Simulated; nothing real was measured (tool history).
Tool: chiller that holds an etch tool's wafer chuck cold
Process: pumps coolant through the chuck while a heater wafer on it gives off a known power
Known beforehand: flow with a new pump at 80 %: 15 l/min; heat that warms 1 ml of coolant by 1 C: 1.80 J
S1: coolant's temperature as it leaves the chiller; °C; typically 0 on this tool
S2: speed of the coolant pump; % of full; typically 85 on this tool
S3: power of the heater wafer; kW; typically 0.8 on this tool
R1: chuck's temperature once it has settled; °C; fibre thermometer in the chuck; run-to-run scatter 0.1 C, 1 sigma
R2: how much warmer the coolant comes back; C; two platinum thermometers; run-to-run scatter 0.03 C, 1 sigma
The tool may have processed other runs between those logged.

run	hour	S1	S2	S3	R1	R2
1	0	0	85	0.8	5.1	1.58
2	41.3	0	85	0.8	4.8	1.65
3	74.9	0	91	0.8	4.8	1.54
4	103.3	0	91	0.8	4.6	1.52
5	151.5	0	98	0.8	4.5	1.35
6	180.5	0	85	0.517	3.1	0.99
7	225.4	0	85	0.517	3.2	0.97
8	260.4	-3	85	0.8	1.9	1.51
9	294.3	0	85	0.8	5.2	1.47
10	325.9	0	85	0.8	5.1	1.5
11	356.2	-7	86	0.8	-2	1.46
12	395.2	-7	86	0.653	-2.9	1.13
13	448.8	0	72	0.73	5.4	1.51
14	490	9	92	0.524	12.1	0.71
# hour 501.5: gauge calibrated
15	513.5	5	88	0.775	10	1.55
16	540.7	0	85	0.497	3.2	0.98
17	574.6	0	80	0.521	3.4	1.11

Below are 4 alternative next runs, each starting from the tool's condition after run 17. Predict each:
A	614.7	1	79	0.521	?	?
B	614.7	-4	90	0.524	?	?
C	614.7	2	80	0.521	?	?
D	614.7	0	85	0.572	?	?

run	R1	R2
A	4.4	1.13
B	-0.7	1.01
C	5.5	1.06
D	3.7	1.16
Had the tool no hidden state, the same runs would have come out as:
run	R1	R2
A	4.4	1.2
B	-0.7	1.07
C	5.5	1.12
D	3.7	1.23

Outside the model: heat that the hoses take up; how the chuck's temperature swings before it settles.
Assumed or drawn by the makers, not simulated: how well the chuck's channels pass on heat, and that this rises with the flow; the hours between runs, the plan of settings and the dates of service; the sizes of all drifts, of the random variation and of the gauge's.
